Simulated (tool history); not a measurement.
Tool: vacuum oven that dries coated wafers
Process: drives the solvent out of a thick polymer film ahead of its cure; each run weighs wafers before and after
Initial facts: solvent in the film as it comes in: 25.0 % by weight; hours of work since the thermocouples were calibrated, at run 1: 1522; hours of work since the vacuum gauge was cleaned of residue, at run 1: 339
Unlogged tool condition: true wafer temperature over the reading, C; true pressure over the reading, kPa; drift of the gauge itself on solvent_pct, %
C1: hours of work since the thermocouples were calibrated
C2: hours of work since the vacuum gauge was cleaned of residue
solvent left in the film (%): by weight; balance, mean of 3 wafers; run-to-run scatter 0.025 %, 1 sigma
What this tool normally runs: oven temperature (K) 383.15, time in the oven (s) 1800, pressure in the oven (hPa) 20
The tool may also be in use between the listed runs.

Run 1, day 0: usual settings; C1 1522; C2 339. Result: solvent left in the film (%) 1.87.
Run 2, day 0.821: usual settings; C1 1536; C2 353. Result: solvent left in the film (%) 1.81.
Run 3, day 1.454: usual settings; C1 1548; C2 364. Result: solvent left in the film (%) 1.84.
Run 4, day 2.092: usual settings but time in the oven (s) 1440; C1 1559; C2 376. Result: solvent left in the film (%) 2.53.
Run 5, day 3.25: usual settings; C1 1579; C2 396. Result: solvent left in the film (%) 1.85.
At day 4.112: oven's thermocouples calibrated.
Run 6, day 4.296: usual settings; C1 3; C2 413. Result: solvent left in the film (%) 1.83.
Run 7, day 5.088: usual settings but oven temperature (K) 373.15, time in the oven (s) 2820; C1 17; C2 427. Result: solvent left in the film (%) 2.72.
Run 8, day 6.238: usual settings but time in the oven (s) 1140, pressure in the oven (hPa) 46.5; C1 38; C2 448. Result: solvent left in the film (%) 4.84.
Run 9, day 6.825: usual settings but pressure in the oven (hPa) 48.2; C1 48; C2 458. Result: solvent left in the film (%) 3.33.
Run 10, day 7.512: usual settings but pressure in the oven (hPa) 18.3; C1 60; C2 470. Result: solvent left in the film (%) 1.73.

What if the next run were any one of these 5? Each begins from the tool's condition after run 10:
Run A, day 8.762: usual settings but oven temperature (K) 395.15, time in the oven (s) 1140, pressure in the oven (hPa) 38.1; C1 82; C2 492. Result: solvent left in the film (%) ?.
Run B, day 8.762: usual settings but time in the oven (s) 1920, pressure in the oven (hPa) 52.2; C1 82; C2 492. Result: solvent left in the film (%) ?.
Run C, day 8.762: usual settings but pressure in the oven (hPa) 14.2; C1 82; C2 492. Result: solvent left in the film (%) ?.
Run D, day 8.762: usual settings but time in the oven (s) 1140; C1 82; C2 492. Result: solvent left in the film (%) ?.
Run E, day 8.762: usual settings but oven temperature (K) 388.15, time in the oven (s) 1020, pressure in the oven (hPa) 48.3; C1 82; C2 492. Result: solvent left in the film (%) ?.

run  solvent left in the film (%)
  A                          1.76
  B                          3.45
  C                          1.46
  D                          3.53
  E                          3.78
The same runs, with their run-to-run variation unchanged, on a tool lacking any hidden condition would have given:
run  solvent left in the film (%)
  A                          1.76
  B                          3.45
  C                          1.45
  D                          3.53
  E                          3.78
